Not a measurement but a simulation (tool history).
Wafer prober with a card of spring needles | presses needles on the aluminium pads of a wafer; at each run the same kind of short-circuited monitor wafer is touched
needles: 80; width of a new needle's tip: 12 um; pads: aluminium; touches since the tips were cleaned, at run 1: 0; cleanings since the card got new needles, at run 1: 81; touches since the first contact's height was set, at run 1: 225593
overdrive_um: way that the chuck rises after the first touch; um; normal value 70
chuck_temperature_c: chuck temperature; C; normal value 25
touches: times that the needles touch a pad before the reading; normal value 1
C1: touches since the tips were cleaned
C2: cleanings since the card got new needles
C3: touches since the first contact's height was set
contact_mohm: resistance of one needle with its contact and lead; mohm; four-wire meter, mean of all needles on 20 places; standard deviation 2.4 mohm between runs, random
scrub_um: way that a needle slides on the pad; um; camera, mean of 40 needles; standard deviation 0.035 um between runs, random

{"run": 1, "hour": 0.0, "overdrive_um": 70, "chuck_temperature_c": 25, "touches": 1, "C1": 0, "C2": 81, "C3": 225593, "contact_mohm": 271, "scrub_um": 15.21}
{"hour": 19.6, "done": "tips cleaned on abrasive film"}
{"run": 2, "hour": 29.8, "overdrive_um": 70, "chuck_temperature_c": 25, "touches": 1, "C1": 3070, "C2": 82, "C3": 234530, "contact_mohm": 279, "scrub_um": 15.25}
{"hour": 36.9, "done": "tips cleaned on abrasive film"}
{"run": 3, "hour": 50.1, "overdrive_um": 70, "chuck_temperature_c": 25, "touches": 1, "C1": 3961, "C2": 83, "C3": 240592, "contact_mohm": 269, "scrub_um": 15.2}
{"hour": 53.5, "done": "tips cleaned on abrasive film"}
{"run": 4, "hour": 69.6, "overdrive_um": 70, "chuck_temperature_c": 25, "touches": 1, "C1": 4829, "C2": 84, "C3": 246416, "contact_mohm": 269, "scrub_um": 15.22}
{"hour": 72.0, "done": "tips cleaned on abrasive film"}
{"hour": 77.4, "done": "height of the first contact set anew"}
{"hour": 88.6, "done": "tips cleaned on abrasive film"}
{"hour": 106.4, "done": "tips cleaned on abrasive film"}
{"run": 5, "hour": 106.4, "overdrive_um": 70, "chuck_temperature_c": 25, "touches": 1, "C1": 0, "C2": 87, "C3": 8667, "contact_mohm": 270, "scrub_um": 15.22}
{"hour": 123.8, "done": "tips cleaned on abrasive film"}
{"run": 6, "hour": 129.2, "overdrive_um": 70, "chuck_temperature_c": 25, "touches": 1, "C1": 1636, "C2": 88, "C3": 15480, "contact_mohm": 270, "scrub_um": 15.26}
{"hour": 142.3, "done": "tips cleaned on abrasive film"}
{"hour": 159.6, "done": "tips cleaned on abrasive film"}
{"run": 7, "hour": 163.6, "overdrive_um": 70, "chuck_temperature_c": 25, "touches": 1, "C1": 1207, "C2": 90, "C3": 25755, "contact_mohm": 271, "scrub_um": 15.2}
{"hour": 176.0, "done": "tips cleaned on abrasive film"}
{"hour": 194.7, "done": "tips cleaned on abrasive film"}
{"run": 8, "hour": 194.7, "overdrive_um": 70, "chuck_temperature_c": 25, "touches": 1, "C1": 0, "C2": 92, "C3": 35047, "contact_mohm": 274, "scrub_um": 15.15}
{"hour": 214.0, "done": "tips cleaned on abrasive film"}
{"run": 9, "hour": 225.7, "overdrive_um": 70, "chuck_temperature_c": 53, "touches": 1, "C1": 3518, "C2": 93, "C3": 44335, "contact_mohm": 284, "scrub_um": 15.25}
{"hour": 230.3, "done": "tips cleaned on abrasive film"}
{"hour": 247.4, "done": "tips cleaned on abrasive film"}
{"run": 10, "hour": 247.9, "overdrive_um": 55, "chuck_temperature_c": 25, "touches": 1, "C1": 125, "C2": 95, "C3": 50936, "contact_mohm": 277, "scrub_um": 11.89}
{"hour": 265.0, "done": "tips cleaned on abrasive film"}
{"run": 11, "hour": 265.9, "overdrive_um": 55, "chuck_temperature_c": 25, "touches": 1, "C1": 266, "C2": 96, "C3": 56335, "contact_mohm": 275, "scrub_um": 11.87}
{"hour": 282.5, "done": "tips cleaned on abrasive film"}
{"run": 12, "hour": 284.7, "overdrive_um": 70, "chuck_temperature_c": 25, "touches": 1, "C1": 659, "C2": 97, "C3": 61953, "contact_mohm": 271, "scrub_um": 15.2}
{"hour": 300.5, "done": "tips cleaned on abrasive film"}
{"run": 13, "hour": 309.7, "overdrive_um": 70, "chuck_temperature_c": 25, "touches": 1, "C1": 2767, "C2": 98, "C3": 69450, "contact_mohm": 275, "scrub_um": 15.14}
{"hour": 318.7, "done": "tips cleaned on abrasive film"}
{"run": 14, "hour": 331.7, "overdrive_um": 55, "chuck_temperature_c": 25, "touches": 2, "C1": 3904, "C2": 99, "C3": 76005, "contact_mohm": 272, "scrub_um": 11.93}

Forecast run 15:
{"hour": 337.4, "done": "tips cleaned on abrasive film"}
{"hour": 354.4, "done": "tips cleaned on abrasive film"}
{"run": 15, "hour": 357.6, "overdrive_um": 54, "chuck_temperature_c": 120, "touches": 2, "C1": 953, "C2": 101, "C3": 83734, "contact_mohm": "?", "scrub_um": "?"}

{"run 15": {"contact_mohm": 307, "scrub_um": 11.67}}
With the hidden condition absent and the run-to-run variation left alone, this run would have shown contact_mohm 306 mohm, scrub_um 11.74 um.

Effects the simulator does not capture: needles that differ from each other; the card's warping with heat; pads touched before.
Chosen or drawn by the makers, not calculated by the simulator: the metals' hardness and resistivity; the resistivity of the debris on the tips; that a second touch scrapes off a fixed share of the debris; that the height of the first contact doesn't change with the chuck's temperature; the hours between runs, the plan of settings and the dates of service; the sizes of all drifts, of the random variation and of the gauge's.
